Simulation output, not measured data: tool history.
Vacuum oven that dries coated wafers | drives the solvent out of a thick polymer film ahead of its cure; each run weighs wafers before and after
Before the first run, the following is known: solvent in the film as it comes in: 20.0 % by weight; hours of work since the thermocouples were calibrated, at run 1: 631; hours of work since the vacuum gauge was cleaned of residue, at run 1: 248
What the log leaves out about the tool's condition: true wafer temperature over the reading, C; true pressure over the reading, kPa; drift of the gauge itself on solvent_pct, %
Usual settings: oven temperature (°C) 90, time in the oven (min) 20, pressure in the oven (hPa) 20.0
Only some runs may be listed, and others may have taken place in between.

| run | day | oven temperature (°C) | time in the oven (min) | pressure in the oven (hPa) | hours of work since the thermocouples were calibrated | hours of work since the vacuum gauge was cleaned of residue | solvent left in the film (%) |
|---|---|---|---|---|---|---|---|
| 1 | 0.000 | 90 | 20 | 20.0 | 631 | 248 | 3.13 |
| 2 | 0.462 | 90 | 20 | 20.0 | 639 | 255 | 3.23 |
| 3 | 1.112 | 90 | 20 | 20.0 | 650 | 266 | 3.26 |
| 4 | 1.546 | 90 | 20 | 20.0 | 657 | 274 | 3.23 |
| 5 | 2.000 | 90 | 20 | 20.0 | 665 | 281 | 3.24 |
| 6 | 2.579 | 90 | 20 | 20.0 | 675 | 291 | 3.14 |
| 7 | 2.942 | 90 | 20 | 20.0 | 681 | 297 | 3.19 |
| 8 | 3.654 | 90 | 20 | 44.5 | 693 | 309 | 4.75 |
| 9 | 4.321 | 90 | 20 | 44.5 | 704 | 321 | 4.69 |
| 10 | 4.929 | 90 | 20 | 44.5 | 715 | 331 | 4.72 |
| 11 | 5.412 | 90 | 20 | 20.0 | 723 | 339 | 3.32 |
| 12 | 5.888 | 90 | 20 | 20.0 | 731 | 347 | 3.29 |
| 13 | 6.417 | 90 | 20 | 19.1 | 740 | 356 | 3.16 |
| 14 | 7.129 | 90 | 20 | 20.0 | 752 | 368 | 3.22 |
| 15 | 7.917 | 90 | 20 | 20.0 | 765 | 382 | 3.24 |
| 16 | 8.388 | 88 | 20 | 11.3 | 773 | 390 | 3.16 |
| 17 | 8.779 | 88 | 20 | 11.3 | 780 | 396 | 3.16 |
| 18 | 9.121 | 103 | 13 | 20.0 | 786 | 402 | 2.42 |
| 19 | 9.950 | 103 | 13 | 20.0 | 800 | 416 | 2.43 |
| 20 | 10.621 | 100 | 14 | 23.2 | 811 | 427 | 2.73 |
|  | 10.758 | vacuum gauge cleaned of residue and calibrated |
| 21 | 11.354 | 88 | 14 | 12.3 | 822 | 10 | 5.04 |
| 22 | 12.050 | 103 | 11 | 20.0 | 834 | 22 | 2.99 |
| 23 | 12.700 | 103 | 11 | 20.0 | 845 | 33 | 2.87 |
| 24 | 13.375 | 103 | 11 | 20.0 | 857 | 44 | 3.06 |
| 25 | 13.817 | 103 | 22 | 61.4 | 864 | 52 | 2.86 |
| 26 | 14.204 | 103 | 16 | 61.4 | 871 | 58 | 3.39 |
| 27 | 14.888 | 103 | 16 | 40.0 | 882 | 70 | 2.53 |
|  | 15.254 | vacuum gauge cleaned of residue and calibrated, once more |
| 28 | 15.517 | 103 | 16 | 40.0 | 892 | 4 | 2.59 |
| 29 | 15.921 | 99 | 23 | 13.3 | 899 | 11 | 1.12 |
| 30 | 16.608 | 100 | 16 | 57.4 | 910 | 23 | 3.79 |

A few steps of solvent left in the film (%) between consecutive runs. Split each: what settings, incoming material and random variation would produce without the hidden state, and what is left over for the hidden state, along with gauge scatter present in only one of the two compared results (measured, and without hidden state):
Run 20 -> 21: oven temperature (°C) 100 -> 88, pressure in the oven (hPa) 23.2 -> 12.3, vacuum gauge cleaned of residue and calibrated. solvent left in the film (%) +2.31: hidden state +0.15, all else +2.16.
Run 21 -> 22: oven temperature (°C) 88 -> 103, time in the oven (min) 14 -> 11, pressure in the oven (hPa) 12.3 -> 20.0. solvent left in the film (%) -2.05: hidden state -0.12, all else -1.93.
Run 29 -> 30: oven temperature (°C) 99 -> 100, time in the oven (min) 23 -> 16, pressure in the oven (hPa) 13.3 -> 57.4. solvent left in the film (%) +2.67: hidden state +0.14, all else +2.53.
